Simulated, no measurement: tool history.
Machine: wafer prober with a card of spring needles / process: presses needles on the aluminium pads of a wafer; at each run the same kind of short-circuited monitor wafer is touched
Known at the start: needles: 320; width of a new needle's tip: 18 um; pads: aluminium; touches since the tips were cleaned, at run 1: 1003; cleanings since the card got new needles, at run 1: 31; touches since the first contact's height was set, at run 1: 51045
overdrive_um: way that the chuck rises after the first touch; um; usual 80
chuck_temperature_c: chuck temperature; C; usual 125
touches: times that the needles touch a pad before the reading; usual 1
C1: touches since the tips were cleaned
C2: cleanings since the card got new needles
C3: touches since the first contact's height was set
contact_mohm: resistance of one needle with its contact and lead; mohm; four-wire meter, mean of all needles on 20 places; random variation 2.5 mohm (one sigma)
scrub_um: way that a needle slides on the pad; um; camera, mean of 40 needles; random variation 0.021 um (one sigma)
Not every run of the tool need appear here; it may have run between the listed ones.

run 1 hour=0 | overdrive_um=80 chuck_temperature_c=125 touches=1 | C1=1003 C2=31 C3=51045 | contact_mohm=314 scrub_um=21.94
-- hour=10.7 tips cleaned on abrasive film
run 2 hour=12.4 | overdrive_um=80 chuck_temperature_c=125 touches=1 | C1=856 C2=32 C3=57270 | contact_mohm=301 scrub_um=21.91
-- hour=23.1 tips cleaned on abrasive film
run 3 hour=23.1 | overdrive_um=80 chuck_temperature_c=125 touches=1 | C1=0 C2=33 C3=62577 | contact_mohm=295 scrub_um=21.9
run 4 hour=28.4 | overdrive_um=80 chuck_temperature_c=125 touches=1 | C1=2722 C2=33 C3=65299 | contact_mohm=327 scrub_um=21.91
-- hour=35.4 tips cleaned on abrasive film
run 5 hour=39.9 | overdrive_um=95 chuck_temperature_c=125 touches=1 | C1=2240 C2=34 C3=71018 | contact_mohm=314 scrub_um=26.09
run 6 hour=46.7 | overdrive_um=95 chuck_temperature_c=125 touches=1 | C1=5670 C2=34 C3=74448 | contact_mohm=325 scrub_um=26.05
-- hour=48.1 tips cleaned on abrasive film
run 7 hour=57.8 | overdrive_um=80 chuck_temperature_c=62 touches=1 | C1=4926 C2=35 C3=80018 | contact_mohm=328 scrub_um=21.86
-- hour=61.1 tips cleaned on abrasive film
run 8 hour=66.2 | overdrive_um=80 chuck_temperature_c=62 touches=1 | C1=2563 C2=36 C3=84177 | contact_mohm=310 scrub_um=21.83
-- hour=74.1 tips cleaned on abrasive film
run 9 hour=77.5 | overdrive_um=80 chuck_temperature_c=125 touches=1 | C1=1707 C2=37 C3=89867 | contact_mohm=317 scrub_um=21.8
run 10 hour=83.9 | overdrive_um=80 chuck_temperature_c=125 touches=1 | C1=4917 C2=37 C3=93077 | contact_mohm=339 scrub_um=21.83
-- hour=86.4 tips cleaned on abrasive film
run 11 hour=95.6 | overdrive_um=80 chuck_temperature_c=125 touches=1 | C1=4630 C2=38 C3=98939 | contact_mohm=337 scrub_um=21.8
-- hour=99.2 tips cleaned on abrasive film
run 12 hour=108.2 | overdrive_um=84 chuck_temperature_c=125 touches=1 | C1=4546 C2=39 C3=105221 | contact_mohm=332 scrub_um=22.94
-- hour=111.4 tips cleaned on abrasive film
run 13 hour=119.7 | overdrive_um=80 chuck_temperature_c=125 touches=1 | C1=4198 C2=40 C3=111013 | contact_mohm=335 scrub_um=21.76
-- hour=121 height of the first contact set anew
-- hour=123.9 tips cleaned on abrasive film
run 14 hour=126.7 | overdrive_um=76 chuck_temperature_c=125 touches=1 | C1=1441 C2=41 C3=2859 | contact_mohm=322 scrub_um=20.54
-- hour=136.7 tips cleaned on abrasive film
run 15 hour=136.9 | overdrive_um=80 chuck_temperature_c=84 touches=1 | C1=77 C2=42 C3=7917 | contact_mohm=284 scrub_um=21.62
run 16 hour=145.9 | overdrive_um=80 chuck_temperature_c=84 touches=1 | C1=4613 C2=42 C3=12453 | contact_mohm=326 scrub_um=21.61
-- hour=148.9 tips cleaned on abrasive film
run 17 hour=151.9 | overdrive_um=80 chuck_temperature_c=125 touches=1 | C1=1510 C2=43 C3=15445 | contact_mohm=309 scrub_um=21.6
-- hour=161.5 tips cleaned on abrasive film
run 18 hour=164.5 | overdrive_um=80 chuck_temperature_c=125 touches=3 | C1=1485 C2=44 C3=21741 | contact_mohm=303 scrub_um=21.57
-- hour=170.4 height of the first contact set anew, once more
run 19 hour=173.5 | overdrive_um=88 chuck_temperature_c=34 touches=1 | C1=5897 C2=44 C3=1547 | contact_mohm=315 scrub_um=24.37
-- hour=174.6 tips cleaned on abrasive film
run 20 hour=181.5 | overdrive_um=88 chuck_temperature_c=117 touches=1 | C1=3490 C2=45 C3=5534 | contact_mohm=323 scrub_um=24.36
-- hour=187.8 tips cleaned on abrasive film
run 21 hour=191.7 | overdrive_um=88 chuck_temperature_c=117 touches=1 | C1=1982 C2=46 C3=10632 | contact_mohm=310 scrub_um=24.27
run 22 hour=197.9 | overdrive_um=88 chuck_temperature_c=117 touches=1 | C1=5103 C2=46 C3=13753 | contact_mohm=326 scrub_um=24.3
-- hour=200.6 tips cleaned on abrasive film
run 23 hour=203.3 | overdrive_um=84 chuck_temperature_c=56 touches=1 | C1=1374 C2=47 C3=16434 | contact_mohm=294 scrub_um=23.2
-- hour=213.7 tips cleaned on abrasive film
run 24 hour=215.9 | overdrive_um=84 chuck_temperature_c=56 touches=1 | C1=1121 C2=48 C3=22739 | contact_mohm=294 scrub_um=23.13
run 25 hour=224 | overdrive_um=80 chuck_temperature_c=40 touches=2 | C1=5186 C2=48 C3=26804 | contact_mohm=300 scrub_um=22.06
-- hour=226.2 tips cleaned on abrasive film
run 26 hour=233.8 | overdrive_um=80 chuck_temperature_c=47 touches=1 | C1=3812 C2=49 C3=31705 | contact_mohm=317 scrub_um=22

Consider 4 possible next runs. They are alternatives, not a sequence: every one starts from the tool as it was left by run 26. What does each give?
-- hour=239.1 tips cleaned on abrasive film
run A hour=242.3 | overdrive_um=80 chuck_temperature_c=37 touches=1 | C1=1614 C2=50 C3=35935 | contact_mohm=? scrub_um=?
-- hour=239.1 tips cleaned on abrasive film
run B hour=242.3 | overdrive_um=81 chuck_temperature_c=32 touches=1 | C1=1614 C2=50 C3=35935 | contact_mohm=? scrub_um=?
-- hour=239.1 tips cleaned on abrasive film
run C hour=242.3 | overdrive_um=80 chuck_temperature_c=70 touches=3 | C1=1614 C2=50 C3=35935 | contact_mohm=? scrub_um=?
-- hour=239.1 tips cleaned on abrasive film
run D hour=242.3 | overdrive_um=64 chuck_temperature_c=38 touches=2 | C1=1614 C2=50 C3=35935 | contact_mohm=? scrub_um=?

run=A contact_mohm=293 scrub_um=22.03
run=B contact_mohm=292 scrub_um=22.31
run=C contact_mohm=288 scrub_um=22.01
run=D contact_mohm=296 scrub_um=17.59
Without the tool's unlogged condition, the same runs would have read:
run=A contact_mohm=264 scrub_um=22.14
run=B contact_mohm=263 scrub_um=22.42
run=C contact_mohm=277 scrub_um=22.12
run=D contact_mohm=270 scrub_um=17.7
